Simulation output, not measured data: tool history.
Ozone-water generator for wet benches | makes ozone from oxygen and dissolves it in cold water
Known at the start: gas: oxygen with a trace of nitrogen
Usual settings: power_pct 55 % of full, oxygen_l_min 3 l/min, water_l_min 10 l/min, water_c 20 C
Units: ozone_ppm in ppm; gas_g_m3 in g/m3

run   hour  power_pct  oxygen_l_min  water_l_min  water_c  ozone_ppm  gas_g_m3
  1      0         55             3           10       20       19.3     221.9
  2   13.6         55             3           10       20       19.4     220.2
  3   28.5         55             3           10       20       19.4       220
  4   54.5         55             3           10       20       19.4     222.3
  5   86.6         55             3           10       18       19.9     218.2
  6  100.2         55             3           10       18       20.2     220.8
  7  118.5         55             3           10       18       20.1     220.1
  8  151.9         55             3           10       18       19.8       222
  9  168.2         53          2.25           15       26       12.4     254.6
     174.5  -- contactor cleaned
 10  186.1         53          3.74           15       25         12     186.3
 11  214.3         47          3.13           13       16         14       193
 12  236.6         47          2.02           13       16         14     250.4
 13  268.1         47          2.02           13       16       14.2     250.3
     287.8  -- contactor cleaned, once more
 14  292.1         47          2.02           13       16       15.4     250.1
 15  314.3         86           4.4            7       20       32.3     240.5
 16    347         86           4.4            7       20       32.3     241.5

Forecast each of these 4 alternatives for the next run:
  A  364.7         50          2.61           11       20          ?         ?
  B  364.7         55          4.63           10       20          ?         ?
  C  364.7         86           4.4            6       26          ?         ?
  D  364.7         86          4.28            7       20          ?         ?

run  ozone_ppm  gas_g_m3
  A       17.6       223
  B       18.6     166.1
  C       30.7     241.3
  D       32.8     245.9
Without the tool's hidden state the same runs would have given:
run  ozone_ppm  gas_g_m3
  A       17.8     224.8
  B       18.8     167.6
  C       31.1     244.3
  D       33.2     248.9
